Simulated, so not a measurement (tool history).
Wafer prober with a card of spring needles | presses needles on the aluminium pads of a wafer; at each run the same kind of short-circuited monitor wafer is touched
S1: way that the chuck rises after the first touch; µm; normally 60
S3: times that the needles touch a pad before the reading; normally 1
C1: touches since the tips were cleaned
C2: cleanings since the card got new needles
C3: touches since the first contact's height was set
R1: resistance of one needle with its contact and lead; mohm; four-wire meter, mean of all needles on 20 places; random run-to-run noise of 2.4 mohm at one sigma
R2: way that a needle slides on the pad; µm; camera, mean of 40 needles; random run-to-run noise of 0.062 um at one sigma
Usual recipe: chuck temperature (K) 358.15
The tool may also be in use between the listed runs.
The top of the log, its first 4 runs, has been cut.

run 5 day=1.329 | S1=60 chuck_temperature_(K)=325.15 S3=1 | C1=4210 C2=8 C3=44140 | R1=344 R2=11.51
-- day=1.396 tips cleaned on abrasive film
run 6 day=1.617 | S1=60 chuck_temperature_(K)=364.15 S3=1 | C1=924 C2=9 C3=45329 | R1=305 R2=11.41
run 7 day=2.1 | S1=60 chuck_temperature_(K)=308.15 S3=1 | C1=2971 C2=9 C3=47376 | R1=326 R2=11.39
run 8 day=2.371 | S1=60 chuck_temperature_(K)=308.15 S3=1 | C1=4125 C2=9 C3=48530 | R1=337 R2=11.5
-- day=2.462 tips cleaned on abrasive film
run 9 day=2.871 | S1=60 chuck_temperature_(K)=385.15 S3=1 | C1=1727 C2=10 C3=50632 | R1=329 R2=11.31
run 10 day=3.196 | S1=60 chuck_temperature_(K)=385.15 S3=1 | C1=3086 C2=10 C3=51991 | R1=349 R2=11.49
run 11 day=3.45 | S1=60 chuck_temperature_(K)=385.15 S3=1 | C1=4164 C2=10 C3=53069 | R1=355 R2=11.38
-- day=3.533 tips cleaned on abrasive film
run 12 day=3.7 | S1=60 chuck_temperature_(K)=385.15 S3=1 | C1=720 C2=11 C3=54124 | R1=309 R2=11.44
run 13 day=4.158 | S1=60 chuck_temperature_(K)=385.15 S3=1 | C1=2645 C2=11 C3=56049 | R1=333 R2=11.3
-- day=4.588 tips cleaned on abrasive film
run 14 day=4.671 | S1=60 chuck_temperature_(K)=358.15 S3=1 | C1=349 C2=12 C3=58210 | R1=289 R2=11.41
run 15 day=5.133 | S1=60 chuck_temperature_(K)=358.15 S3=1 | C1=2299 C2=12 C3=60160 | R1=331 R2=11.37
run 16 day=5.496 | S1=60 chuck_temperature_(K)=358.15 S3=1 | C1=3843 C2=12 C3=61704 | R1=348 R2=11.3
-- day=5.646 tips cleaned on abrasive film
run 17 day=5.946 | S1=60 chuck_temperature_(K)=358.15 S3=1 | C1=1266 C2=13 C3=63576 | R1=309 R2=11.43
run 18 day=6.388 | S1=60 chuck_temperature_(K)=358.15 S3=1 | C1=3139 C2=13 C3=65449 | R1=338 R2=11.46
-- day=6.683 tips cleaned on abrasive film
run 19 day=6.788 | S1=60 chuck_temperature_(K)=358.15 S3=1 | C1=445 C2=14 C3=67130 | R1=289 R2=11.32
run 20 day=7.067 | S1=63 chuck_temperature_(K)=358.15 S3=1 | C1=1626 C2=14 C3=68311 | R1=317 R2=11.93
run 21 day=7.412 | S1=45 chuck_temperature_(K)=343.15 S3=1 | C1=3096 C2=14 C3=69781 | R1=397 R2=8.43
-- day=7.729 tips cleaned on abrasive film
run 22 day=7.929 | S1=71 chuck_temperature_(K)=358.15 S3=1 | C1=830 C2=15 C3=71933 | R1=287 R2=13.5
run 23 day=8.408 | S1=44 chuck_temperature_(K)=312.15 S3=1 | C1=2868 C2=15 C3=73971 | R1=397 R2=8.21
-- day=8.762 tips cleaned on abrasive film
run 24 day=8.762 | S1=44 chuck_temperature_(K)=312.15 S3=1 | C1=0 C2=16 C3=75446 | R1=276 R2=8.14
run 25 day=9.275 | S1=55 chuck_temperature_(K)=357.15 S3=2 | C1=2177 C2=16 C3=77623 | R1=320 R2=10.44
run 26 day=9.771 | S1=43 chuck_temperature_(K)=347.15 S3=2 | C1=4276 C2=16 C3=79722 | R1=375 R2=7.98
-- day=9.804 tips cleaned on abrasive film
run 27 day=10.258 | S1=60 chuck_temperature_(K)=358.15 S3=2 | C1=1910 C2=17 C3=81756 | R1=307 R2=11.36
run 28 day=10.662 | S1=60 chuck_temperature_(K)=387.15 S3=2 | C1=3631 C2=17 C3=83477 | R1=331 R2=11.28
-- day=10.846 tips cleaned on abrasive film
run 29 day=11.171 | S1=60 chuck_temperature_(K)=387.15 S3=2 | C1=1376 C2=18 C3=85605 | R1=307 R2=11.34

Run 30, settings as shown, results not yet in. Your forecast:
run 30 day=11.429 | S1=60 chuck_temperature_(K)=365.15 S3=1 | C1=2474 C2=18 C3=86703 | R1=? R2=?

R1: 336 mohm
R2: 11.28 µm
The same run, on a tool lacking any hidden state, would have yielded R1 277 mohm, R2 11.62 µm.
